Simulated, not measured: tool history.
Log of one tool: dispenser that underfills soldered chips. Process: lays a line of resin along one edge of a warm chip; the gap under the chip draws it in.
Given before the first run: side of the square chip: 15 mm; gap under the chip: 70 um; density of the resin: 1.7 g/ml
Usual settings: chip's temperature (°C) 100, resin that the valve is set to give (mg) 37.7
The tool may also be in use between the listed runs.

run,hour,chip's temperature (°C),resin that the valve is set to give (mg),time until the resin shows at the far edge (s),resin that the valve gave (mg)
1,0.0,100,37.7,128.3,35.36
2,9.1,100,37.7,121.4,34.97
3,20.6,103,37.7,132.8,34.86
4,31.9,103,37.7,81.6,35.02
5,46.3,103,37.7,112.4,34.46
6,58.3,100,33.5,142.1,33.36
7,67.3,100,33.5,139.3,33.21
8,82.0,100,33.5,110.1,32.80
9,95.3,100,33.5,139.6,32.47
10,110.5,100,37.7,107.9,36.53
11,125.0,100,37.7,88.2,36.11
12,132.0,100,37.7,133.8,35.97
13,147.1,100,37.7,109.5,35.78
14,160.3,100,37.7,138.7,35.33
15,173.3,100,37.7,104.3,35.36
16,188.0,100,37.7,88.2,35.10
17,196.3,100,37.7,141.9,34.93
18,204.6,100,37.7,136.8,34.36
19,212.0,100,37.7,109.5,37.61
20,222.1,106,45.2,96.4,44.78
21,228.4,106,45.2,79.3,44.73
22,235.3,106,45.2,70.6,44.57
23,247.4,90,43.6,140.9,42.56
24,258.7,103,34.9,109.1,33.89
25,265.7,91,37.9,146.7,36.67
26,277.3,110,37.7,81.7,36.84
27,286.9,108,34.7,90.3,33.17
28,300.1,112,38.7,57.9,36.56
29,311.8,112,38.7,63.3,36.45
30,324.3,100,45.8,115.4,43.04
31,336.7,107,37.4,66.4,35.05
32,351.0,99,36.3,120.3,33.76
33,359.9,99,36.3,119.0,33.34
34,374.0,99,36.3,88.0,36.11

Taken out of this log: 45 entries between the listed runs. Where each belongs, and how the hidden state differs across it:
Run 1 -> run 2: new syringe of resin (hour 2.4)
  resin's viscosity, % of fresh resin's: 157 -> 149.3; dose that the valve gives, % of what is set: 93.69 -> 93.2; true chip temperature over the reading, C: 2.96 -> 3
  difference, measured minus the result without the unlogged condition, time until the resin shows at the far edge (s): +39.1 -> +32.6; resin that the valve gave (mg): -2.38 -> -2.56
Run 2 -> run 3: new syringe of resin (hour 11.3); stage's temperature calibrated (hour 19.6)
  resin's viscosity, % of fresh resin's: 149.3 -> 164; dose that the valve gives, % of what is set: 93.2 -> 92.59; true chip temperature over the reading, C: 3 -> 0.32
  difference, measured minus the result without the unlogged condition, time until the resin shows at the far edge (s): +32.6 -> +52.5; resin that the valve gave (mg): -2.56 -> -2.79
Run 3 -> run 4: new syringe of resin (hour 21.9); new syringe of resin (hour 31.4)
  resin's viscosity, % of fresh resin's: 164 -> 102.2; dose that the valve gives, % of what is set: 92.59 -> 92.04; true chip temperature over the reading, C: 0.32 -> 0.38
  difference, measured minus the result without the unlogged condition, time until the resin shows at the far edge (s): +52.5 -> +2.5; resin that the valve gave (mg): -2.79 -> -3.03
Run 4 -> run 5: new syringe of resin (hour 40.6)
  resin's viscosity, % of fresh resin's: 102.2 -> 139.7; dose that the valve gives, % of what is set: 92.04 -> 91.33; true chip temperature over the reading, C: 0.38 -> 0.45
  difference, measured minus the result without the unlogged condition, time until the resin shows at the far edge (s): +2.5 -> +32.9; resin that the valve gave (mg): -3.03 -> -3.28
Run 5 -> run 6: dispensing valve cleaned and set on the balance (hour 48.3); new syringe of resin (hour 50.7)
  resin's viscosity, % of fresh resin's: 139.7 -> 156.5; dose that the valve gives, % of what is set: 91.33 -> 99.53; true chip temperature over the reading, C: 0.45 -> 0.5
  difference, measured minus the result without the unlogged condition, time until the resin shows at the far edge (s): +32.9 -> +50.0; resin that the valve gave (mg): -3.28 -> -0.16
Run 6 -> run 7: new syringe of resin (hour 60.2)
  resin's viscosity, % of fresh resin's: 156.5 -> 153.4; dose that the valve gives, % of what is set: 99.53 -> 99.08; true chip temperature over the reading, C: 0.5 -> 0.54
  difference, measured minus the result without the unlogged condition, time until the resin shows at the far edge (s): +50.0 -> +47.0; resin that the valve gave (mg): -0.16 -> -0.31
Run 7 -> run 8: new syringe of resin (hour 69.5); new syringe of resin (hour 78.8)
  resin's viscosity, % of fresh resin's: 153.4 -> 122.2; dose that the valve gives, % of what is set: 99.08 -> 98.28; true chip temperature over the reading, C: 0.54 -> 0.61
  difference, measured minus the result without the unlogged condition, time until the resin shows at the far edge (s): +47.0 -> +18.5; resin that the valve gave (mg): -0.31 -> -0.57
Run 8 -> run 9: new syringe of resin (hour 88.4)
  resin's viscosity, % of fresh resin's: 122.2 -> 152.2; dose that the valve gives, % of what is set: 98.28 -> 97.54; true chip temperature over the reading, C: 0.61 -> 0.67
  difference, measured minus the result without the unlogged condition, time until the resin shows at the far edge (s): +18.5 -> +46.6; resin that the valve gave (mg): -0.57 -> -0.82
Run 9 -> run 10: new syringe of resin (hour 97.5); new syringe of resin (hour 107.1)
  resin's viscosity, % of fresh resin's: 152.2 -> 122; dose that the valve gives, % of what is set: 97.54 -> 96.75; true chip temperature over the reading, C: 0.67 -> 0.75
  difference, measured minus the result without the unlogged condition, time until the resin shows at the far edge (s): +46.6 -> +17.8; resin that the valve gave (mg): -0.82 -> -1.23
Run 10 -> run 11: new syringe of resin (hour 115.9); new syringe of resin (hour 125.0)
  resin's viscosity, % of fresh resin's: 122 -> 101.2; dose that the valve gives, % of what is set: 96.75 -> 96.01; true chip temperature over the reading, C: 0.75 -> 0.8
  difference, measured minus the result without the unlogged condition, time until the resin shows at the far edge (s): +17.8 -> -0.7; resin that the valve gave (mg): -1.23 -> -1.50
Run 12 -> run 13: new syringe of resin (hour 134.7); new syringe of resin (hour 143.4)
  resin's viscosity, % of fresh resin's: 153.3 -> 125.3; dose that the valve gives, % of what is set: 95.62 -> 94.79; true chip temperature over the reading, C: 0.84 -> 0.9
  difference, measured minus the result without the unlogged condition, time until the resin shows at the far edge (s): +44.7 -> +20.4; resin that the valve gave (mg): -1.65 -> -1.96
Run 13 -> run 14: new syringe of resin (hour 152.7)
  resin's viscosity, % of fresh resin's: 125.3 -> 159.6; dose that the valve gives, % of what is set: 94.79 -> 94.06; true chip temperature over the reading, C: 0.9 -> 0.96
  difference, measured minus the result without the unlogged condition, time until the resin shows at the far edge (s): +20.4 -> +49.9; resin that the valve gave (mg): -1.96 -> -2.23
Run 14 -> run 15: new syringe of resin (hour 161.5); new syringe of resin (hour 170.3)
  resin's viscosity, % of fresh resin's: 159.6 -> 119.2; dose that the valve gives, % of what is set: 94.06 -> 93.36; true chip temperature over the reading, C: 0.96 -> 1.02
  difference, measured minus the result without the unlogged condition, time until the resin shows at the far edge (s): +49.9 -> +15.1; resin that the valve gave (mg): -2.23 -> -2.52
Run 15 -> run 16: new syringe of resin (hour 179.4); new syringe of resin (hour 188.0)
  resin's viscosity, % of fresh resin's: 119.2 -> 99; dose that the valve gives, % of what is set: 93.36 -> 92.58; true chip temperature over the reading, C: 1.02 -> 1.09
  difference, measured minus the result without the unlogged condition, time until the resin shows at the far edge (s): +15.1 -> -2.6; resin that the valve gave (mg): -2.52 -> -2.82
Run 17 -> run 18: new syringe of resin (hour 197.3)
  resin's viscosity, % of fresh resin's: 161.6 -> 155.7; dose that the valve gives, % of what is set: 92.16 -> 91.71; true chip temperature over the reading, C: 1.13 -> 1.17
  difference, measured minus the result without the unlogged condition, time until the resin shows at the far edge (s): +52.4 -> +47.2; resin that the valve gave (mg): -2.96 -> -3.12
Run 18 -> run 19: new syringe of resin (hour 206.5); dispensing valve cleaned and set on the balance (hour 209.5)
  resin's viscosity, % of fresh resin's: 155.7 -> 130.9; dose that the valve gives, % of what is set: 91.71 -> 99.89; true chip temperature over the reading, C: 1.17 -> 1.2
  difference, measured minus the result without the unlogged condition, time until the resin shows at the far edge (s): +47.2 -> +22.3; resin that the valve gave (mg): -3.12 -> -0.04
Run 19 -> run 20: new syringe of resin (hour 216.2)
  resin's viscosity, % of fresh resin's: 130.9 -> 144.1; dose that the valve gives, % of what is set: 99.89 -> 99.34; true chip temperature over the reading, C: 1.2 -> 1.24
  difference, measured minus the result without the unlogged condition, time until the resin shows at the far edge (s): +22.3 -> +26.5; resin that the valve gave (mg): -0.04 -> -0.30
Run 20 -> run 21: new syringe of resin (hour 225.4)
  resin's viscosity, % of fresh resin's: 144.1 -> 118; dose that the valve gives, % of what is set: 99.34 -> 99.02; true chip temperature over the reading, C: 1.24 -> 1.27
  difference, measured minus the result without the unlogged condition, time until the resin shows at the far edge (s): +26.5 -> +9.2; resin that the valve gave (mg): -0.30 -> -0.44
Run 21 -> run 22: new syringe of resin (hour 234.7)
  resin's viscosity, % of fresh resin's: 118 -> 105.2; dose that the valve gives, % of what is set: 99.02 -> 98.66; true chip temperature over the reading, C: 1.27 -> 1.31
  difference, measured minus the result without the unlogged condition, time until the resin shows at the far edge (s): +9.2 -> +0.4; resin that the valve gave (mg): -0.44 -> -0.60
Run 22 -> run 23: new syringe of resin (hour 244.3)
  resin's viscosity, % of fresh resin's: 105.2 -> 120; dose that the valve gives, % of what is set: 98.66 -> 98.02; true chip temperature over the reading, C: 1.31 -> 1.37
  difference, measured minus the result without the unlogged condition, time until the resin shows at the far edge (s): +0.4 -> +17.7; resin that the valve gave (mg): -0.60 -> -0.86
Run 23 -> run 24: new syringe of resin (hour 253.3)
  resin's viscosity, % of fresh resin's: 120 -> 139.6; dose that the valve gives, % of what is set: 98.02 -> 97.42; true chip temperature over the reading, C: 1.37 -> 1.42
  difference, measured minus the result without the unlogged condition, time until the resin shows at the far edge (s): +17.7 -> +27.7; resin that the valve gave (mg): -0.86 -> -0.89
Run 24 -> run 25: new syringe of resin (hour 262.2)
  resin's viscosity, % of fresh resin's: 139.6 -> 125.1; dose that the valve gives, % of what is set: 97.42 -> 97.06; true chip temperature over the reading, C: 1.42 -> 1.45
  difference, measured minus the result without the unlogged condition, time until the resin shows at the far edge (s): +27.7 -> +23.6; resin that the valve gave (mg): -0.89 -> -1.11
Run 25 -> run 26: new syringe of resin (hour 272.1)
  resin's viscosity, % of fresh resin's: 125.1 -> 137.2; dose that the valve gives, % of what is set: 97.06 -> 96.44; true chip temperature over the reading, C: 1.45 -> 1.5
  difference, measured minus the result without the unlogged condition, time until the resin shows at the far edge (s): +23.6 -> +19.6; resin that the valve gave (mg): -1.11 -> -1.36
Run 26 -> run 27: new syringe of resin (hour 281.4)
  resin's viscosity, % of fresh resin's: 137.2 -> 135; dose that the valve gives, % of what is set: 96.44 -> 95.89; true chip temperature over the reading, C: 1.5 -> 1.55
  difference, measured minus the result without the unlogged condition, time until the resin shows at the far edge (s): +19.6 -> +20.8; resin that the valve gave (mg): -1.36 -> -1.42
Run 27 -> run 28: new syringe of resin (hour 290.6); new syringe of resin (hour 299.8)
  resin's viscosity, % of fresh resin's: 135 -> 103.6; dose that the valve gives, % of what is set: 95.89 -> 95.15; true chip temperature over the reading, C: 1.55 -> 1.61
  difference, measured minus the result without the unlogged condition, time until the resin shows at the far edge (s): +20.8 -> -0.5; resin that the valve gave (mg): -1.42 -> -1.86
Run 28 -> run 29: new syringe of resin (hour 309.5)
  resin's viscosity, % of fresh resin's: 103.6 -> 113.3; dose that the valve gives, % of what is set: 95.15 -> 94.56; true chip temperature over the reading, C: 1.61 -> 1.67
  difference, measured minus the result without the unlogged condition, time until the resin shows at the far edge (s): -0.5 -> +4.9; resin that the valve gave (mg): -1.86 -> -2.10
Run 29 -> run 30: new syringe of resin (hour 318.7)
  resin's viscosity, % of fresh resin's: 113.3 -> 139.7; dose that the valve gives, % of what is set: 94.56 -> 93.97; true chip temperature over the reading, C: 1.67 -> 1.73
  difference, measured minus the result without the unlogged condition, time until the resin shows at the far edge (s): +4.9 -> +28.0; resin that the valve gave (mg): -2.10 -> -2.75
Run 30 -> run 31: new syringe of resin (hour 327.6); new syringe of resin (hour 336.7)
  resin's viscosity, % of fresh resin's: 139.7 -> 99.3; dose that the valve gives, % of what is set: 93.97 -> 93.36; true chip temperature over the reading, C: 1.73 -> 1.79
  difference, measured minus the result without the unlogged condition, time until the resin shows at the far edge (s): +28.0 -> -3.4; resin that the valve gave (mg): -2.75 -> -2.49
Run 31 -> run 32: new syringe of resin (hour 346.1)
  resin's viscosity, % of fresh resin's: 99.3 -> 134.7; dose that the valve gives, % of what is set: 93.36 -> 92.55; true chip temperature over the reading, C: 1.79 -> 1.85
  difference, measured minus the result without the unlogged condition, time until the resin shows at the far edge (s): -3.4 -> +26.9; resin that the valve gave (mg): -2.49 -> -2.72
Run 32 -> run 33: new syringe of resin (hour 355.2)
  resin's viscosity, % of fresh resin's: 134.7 -> 135; dose that the valve gives, % of what is set: 92.55 -> 92.11; true chip temperature over the reading, C: 1.85 -> 1.9
  difference, measured minus the result without the unlogged condition, time until the resin shows at the far edge (s): +26.9 -> +26.9; resin that the valve gave (mg): -2.72 -> -2.85
Run 33 -> run 34: new syringe of resin (hour 364.0); dispensing valve cleaned and set on the balance (hour 370.0); new syringe of resin (hour 374.0)
  resin's viscosity, % of fresh resin's: 135 -> 102; dose that the valve gives, % of what is set: 92.11 -> 99.29; true chip temperature over the reading, C: 1.9 -> 1.95
  difference, measured minus the result without the unlogged condition, time until the resin shows at the far edge (s): +26.9 -> -4.4; resin that the valve gave (mg): -2.85 -> -0.26
